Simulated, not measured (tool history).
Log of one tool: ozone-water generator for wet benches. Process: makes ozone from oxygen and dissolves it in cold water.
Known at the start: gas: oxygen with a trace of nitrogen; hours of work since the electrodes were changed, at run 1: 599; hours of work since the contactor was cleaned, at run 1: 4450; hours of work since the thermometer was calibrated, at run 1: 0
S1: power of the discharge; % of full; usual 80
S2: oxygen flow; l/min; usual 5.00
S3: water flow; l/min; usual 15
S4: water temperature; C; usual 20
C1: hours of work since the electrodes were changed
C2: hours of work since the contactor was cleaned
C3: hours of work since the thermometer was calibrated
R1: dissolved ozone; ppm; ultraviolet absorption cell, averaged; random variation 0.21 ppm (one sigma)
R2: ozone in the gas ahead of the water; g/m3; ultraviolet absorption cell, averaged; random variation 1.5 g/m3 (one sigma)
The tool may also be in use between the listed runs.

| run | hour | S1 | S2 | S3 | S4 | C1 | C2 | C3 | R1 | R2 |
|---|---|---|---|---|---|---|---|---|---|---|
| 1 | 0.0 | 80 | 5.00 | 15 | 20 | 599 | 4450 | 0 | 29.5 | 281.4 |
| 2 | 58.0 | 80 | 5.00 | 15 | 19 | 645 | 4497 | 46 | 30.2 | 276.5 |
| 3 | 114.2 | 80 | 5.00 | 15 | 19 | 690 | 4542 | 91 | 30.0 | 278.4 |
| 4 | 148.7 | 80 | 5.00 | 15 | 19 | 718 | 4569 | 119 | 29.9 | 281.4 |
| 5 | 196.6 | 80 | 5.00 | 15 | 19 | 756 | 4607 | 157 | 30.2 | 278.4 |
| 6 | 256.2 | 80 | 5.00 | 15 | 19 | 804 | 4655 | 205 | 29.5 | 277.0 |
| 7 | 304.4 | 80 | 5.00 | 15 | 19 | 842 | 4694 | 243 | 29.4 | 276.4 |
| 8 | 352.3 | 80 | 5.00 | 15 | 19 | 880 | 4732 | 281 | 29.6 | 281.6 |
| 9 | 410.8 | 80 | 5.00 | 15 | 20 | 927 | 4779 | 328 | 29.1 | 276.2 |
| 10 | 438.6 | 80 | 5.00 | 15 | 20 | 949 | 4801 | 350 | 29.2 | 279.5 |
| 11 | 475.1 | 80 | 5.00 | 15 | 20 | 978 | 4830 | 379 | 29.4 | 278.1 |
| 12 | 508.4 | 80 | 5.00 | 15 | 16 | 1005 | 4856 | 406 | 31.0 | 279.8 |
| 13 | 555.1 | 80 | 5.00 | 15 | 16 | 1042 | 4894 | 443 | 31.1 | 277.8 |
|  | 558.6 | water thermometer calibrated |
| 14 | 612.7 | 98 | 7.31 | 15 | 20 | 1088 | 4939 | 43 | 35.8 | 285.2 |
| 15 | 639.7 | 98 | 7.31 | 15 | 24 | 1109 | 4961 | 65 | 33.1 | 287.8 |
| 16 | 673.1 | 55 | 2.55 | 15 | 20 | 1136 | 4988 | 91 | 18.5 | 255.3 |
| 17 | 719.9 | 94 | 5.00 | 15 | 20 | 1174 | 5025 | 129 | 33.0 | 313.8 |
| 18 | 765.4 | 80 | 4.47 | 24 | 13 | 1210 | 5061 | 165 | 19.5 | 285.9 |
| 19 | 795.1 | 80 | 8.39 | 24 | 13 | 1234 | 5085 | 189 | 23.4 | 233.4 |
| 20 | 843.4 | 80 | 3.24 | 12 | 13 | 1272 | 5124 | 227 | 35.8 | 317.0 |

3 ways to go on from here, each from the tool as it stands after run 20. What would each give?
|  | 849.6 | water thermometer calibrated, once more |
| A | 898.9 | 59 | 3.24 | 21 | 19 | 1316 | 5168 | 39 | ? | ? |
|  | 849.6 | water thermometer calibrated, once more |
| B | 898.9 | 80 | 3.18 | 15 | 14 | 1316 | 5168 | 39 | ? | ? |
|  | 849.6 | water thermometer calibrated, once more |
| C | 898.9 | 70 | 3.24 | 10 | 20 | 1316 | 5168 | 39 | ? | ? |

| run | R1 | R2 |
|---|---|---|
| A | 15.0 | 249.7 |
| B | 28.3 | 315.1 |
| C | 34.0 | 286.0 |
Without the tool's hidden state the same runs would have given:
| run | R1 | R2 |
|---|---|---|
| A | 16.1 | 255.4 |
| B | 30.4 | 324.4 |
| C | 36.1 | 293.6 |

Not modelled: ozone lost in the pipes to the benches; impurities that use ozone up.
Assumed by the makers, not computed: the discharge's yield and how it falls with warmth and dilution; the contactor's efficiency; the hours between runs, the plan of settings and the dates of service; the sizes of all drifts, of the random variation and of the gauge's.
